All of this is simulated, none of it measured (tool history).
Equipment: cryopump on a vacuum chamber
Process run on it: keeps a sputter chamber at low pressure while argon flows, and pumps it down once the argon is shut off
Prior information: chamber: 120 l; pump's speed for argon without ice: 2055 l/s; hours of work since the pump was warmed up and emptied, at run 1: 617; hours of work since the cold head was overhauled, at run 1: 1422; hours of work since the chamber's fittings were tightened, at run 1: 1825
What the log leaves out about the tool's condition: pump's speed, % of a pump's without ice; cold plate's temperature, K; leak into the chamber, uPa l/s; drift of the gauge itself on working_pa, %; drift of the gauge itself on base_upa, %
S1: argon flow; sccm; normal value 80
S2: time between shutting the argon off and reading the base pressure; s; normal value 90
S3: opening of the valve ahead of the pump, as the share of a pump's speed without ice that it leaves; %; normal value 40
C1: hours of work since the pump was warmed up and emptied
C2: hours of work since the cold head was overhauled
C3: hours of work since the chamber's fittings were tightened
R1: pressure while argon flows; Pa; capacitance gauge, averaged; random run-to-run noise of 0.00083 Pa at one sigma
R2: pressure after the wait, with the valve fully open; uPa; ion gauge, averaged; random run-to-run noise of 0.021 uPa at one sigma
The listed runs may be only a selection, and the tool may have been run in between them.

| run | hour | S1 | S2 | S3 | C1 | C2 | C3 | R1 | R2 |
|---|---|---|---|---|---|---|---|---|---|
| 1 | 0 | 80 | 90 | 40 | 617 | 1422 | 1825 | 0.1788 | 1 |
| 2 | 77.2 | 80 | 90 | 40 | 662 | 1467 | 1870 | 0.1814 | 1 |
| 3 | 126.8 | 80 | 90 | 40 | 690 | 1495 | 1899 | 0.1821 | 0.99 |
| 4 | 170.9 | 80 | 90 | 40 | 716 | 1521 | 1924 | 0.1834 | 1.04 |
| 5 | 246.9 | 80 | 90 | 40 | 760 | 1565 | 1968 | 0.1831 | 1.09 |
|  | 276.5 | pump warmed up, emptied and cooled again |
| 6 | 326.5 | 99 | 90 | 40 | 29 | 1608 | 2011 | 0.2056 | 0.93 |
| 7 | 414.2 | 62 | 90 | 40 | 80 | 1658 | 2062 | 0.1302 | 0.92 |
| 8 | 496.9 | 62 | 90 | 40 | 127 | 1706 | 2110 | 0.1293 | 0.95 |
| 9 | 575.5 | 72 | 90 | 40 | 173 | 1752 | 2155 | 0.1526 | 0.92 |
| 10 | 659 | 72 | 90 | 40 | 221 | 1800 | 2203 | 0.1541 | 0.95 |
| 11 | 756.5 | 79 | 90 | 40 | 277 | 1856 | 2259 | 0.1684 | 0.97 |
| 12 | 854.5 | 79 | 121 | 43 | 334 | 1913 | 2316 | 0.1607 | 0.93 |
| 13 | 919.9 | 132 | 208 | 24 | 372 | 1950 | 2354 | 0.4683 | 0.88 |
| 14 | 1002.2 | 132 | 169 | 40 | 419 | 1998 | 2401 | 0.2905 | 0.92 |
| 15 | 1106.3 | 86 | 259 | 18 | 479 | 2058 | 2461 | 0.4055 | 0.86 |
| 16 | 1158 | 80 | 190 | 40 | 509 | 2088 | 2491 | 0.1784 | 0.94 |
| 17 | 1211.7 | 80 | 190 | 40 | 540 | 2119 | 2522 | 0.178 | 0.96 |
| 18 | 1281.2 | 73 | 31 | 40 | 580 | 2159 | 2562 | 0.1638 | 1.81 |
| 19 | 1335.2 | 73 | 31 | 40 | 611 | 2190 | 2594 | 0.1668 | 1.82 |
| 20 | 1389.9 | 43 | 136 | 40 | 643 | 2222 | 2625 | 0.0979 | 1.09 |
| 21 | 1440 | 43 | 136 | 40 | 672 | 2251 | 2654 | 0.0992 | 1.13 |
| 22 | 1482.8 | 43 | 224 | 47 | 697 | 2276 | 2679 | 0.0857 | 1.05 |

Below are 5 alternative next runs, each starting from the tool's condition after run 22. Predict each:
| A | 1587.3 | 135 | 90 | 40 | 757 | 2336 | 2739 | ? | ? |
| B | 1587.3 | 157 | 28 | 34 | 757 | 2336 | 2739 | ? | ? |
| C | 1587.3 | 80 | 51 | 47 | 757 | 2336 | 2739 | ? | ? |
| D | 1587.3 | 55 | 32 | 47 | 757 | 2336 | 2739 | ? | ? |
| E | 1587.3 | 43 | 115 | 55 | 757 | 2336 | 2739 | ? | ? |

| run | R1 | R2 |
|---|---|---|
| A | 0.3124 | 1.23 |
| B | 0.4234 | 2 |
| C | 0.1611 | 1.51 |
| D | 0.1113 | 1.85 |
| E | 0.0766 | 1.17 |
The same runs, with their run-to-run variation unchanged, on a tool lacking any hidden condition would have given:
| run | R1 | R2 |
|---|---|---|
| A | 0.275 | 0.46 |
| B | 0.3797 | 1.24 |
| C | 0.139 | 0.72 |
| D | 0.096 | 1.05 |
| E | 0.0645 | 0.4 |
